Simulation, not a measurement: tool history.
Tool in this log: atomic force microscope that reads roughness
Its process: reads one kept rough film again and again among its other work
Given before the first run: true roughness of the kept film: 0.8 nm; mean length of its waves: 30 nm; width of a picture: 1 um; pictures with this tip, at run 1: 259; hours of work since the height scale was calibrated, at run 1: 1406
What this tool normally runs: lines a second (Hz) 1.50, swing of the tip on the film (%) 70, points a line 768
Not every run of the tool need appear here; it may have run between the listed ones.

run    hour  lines a second (Hz)  swing of the tip on the film (%)  points a line  pictures with this tip  hours of work since the height scale was calibrated  roughness of the kept film (nm (root mean square))
  1     0.0                 1.50                                70            768                     259                                                 1406                                               0.726
       30.3  -- new tip fitted
  2    59.6                 1.50                                70            387                      52                                                 1441                                               0.728
  3   105.2                 1.50                                70            387                     133                                                 1468                                               0.727
  4   138.0                 1.50                                70            387                     191                                                 1488                                               0.722
  5   201.6                 1.50                                70            387                     303                                                 1526                                               0.717
      205.6  -- new tip fitted
  6   269.5                 1.50                                70            768                     113                                                 1566                                               0.735
  7   311.3                 1.50                                70            768                     187                                                 1591                                               0.731
  8   364.1                 1.50                                70            456                     280                                                 1622                                               0.727
      381.7  -- new tip fitted
  9   406.4                 1.50                                70            456                      43                                                 1647                                               0.734
 10   460.6                 1.50                                70            768                     139                                                 1679                                               0.734
      465.8  -- height scale calibrated on a step standard
 11   527.7                 1.50                                81            768                     256                                                   37                                               0.691
      558.3  -- new tip fitted
 12   588.5                 1.50                                81            768                      54                                                   73                                               0.704
 13   660.2                 1.50                                70            768                     180                                                  116                                               0.731
 14   691.1                 1.50                                70            768                     235                                                  134                                               0.733
 15   722.1                 1.50                                70            768                     290                                                  152                                               0.728
      733.3  -- new tip fitted
 16   785.0                 0.76                                70            768                      91                                                  190                                               0.766
 17   817.0                 3.02                                67            639                     148                                                  209                                               0.702
 18   886.5                 2.37                                72            639                     271                                                  250                                               0.695
      903.3  -- height scale calibrated on a step standard, once more
      911.7  -- new tip fitted
 19   920.3                 0.86                                60            784                      16                                                   10                                               0.762
 20   969.7                 3.39                                60            881                     103                                                   39                                               0.712
 21  1013.0                 1.50                                70            860                     179                                                   65                                               0.717
 22  1073.9                 1.50                                65            273                     287                                                  101                                               0.712
     1087.6  -- new tip fitted
 23  1134.2                 0.53                                73            273                      83                                                  137                                               0.745
 24  1198.9                 0.53                                73            273                     197                                                  176                                               0.738
 25  1252.5                 0.53                                73            273                     292                                                  208                                               0.732
     1260.6  -- new tip fitted
 26  1317.4                 1.04                                70            380                     100                                                  246                                               0.734
 27  1358.9                 1.50                                67            899                     173                                                  271                                               0.729
 28  1393.3                 1.50                                67            899                     234                                                  291                                               0.722
 29  1432.6                 1.02                                89            899                     304                                                  315                                               0.677
     1436.7  -- new tip fitted
 30  1496.2                 2.12                                69            326                     105                                                  352                                               0.702

Each row is a separate what-if for the run after 30, all from the same tool condition, not one after another. Results?
  A  1567.6                 2.12                                58            326                     231                                                  395                                                   ?
  B  1567.6                 0.64                                61            336                     231                                                  395                                                   ?
  C  1567.6                 0.76                                69            393                     231                                                  395                                                   ?

run  roughness of the kept film (nm (root mean square))
  A                                               0.727
  B                                               0.747
  C                                               0.738
What these runs would have given with no unlogged condition in the tool:
run  roughness of the kept film (nm (root mean square))
  A                                               0.738
  B                                               0.759
  C                                               0.749
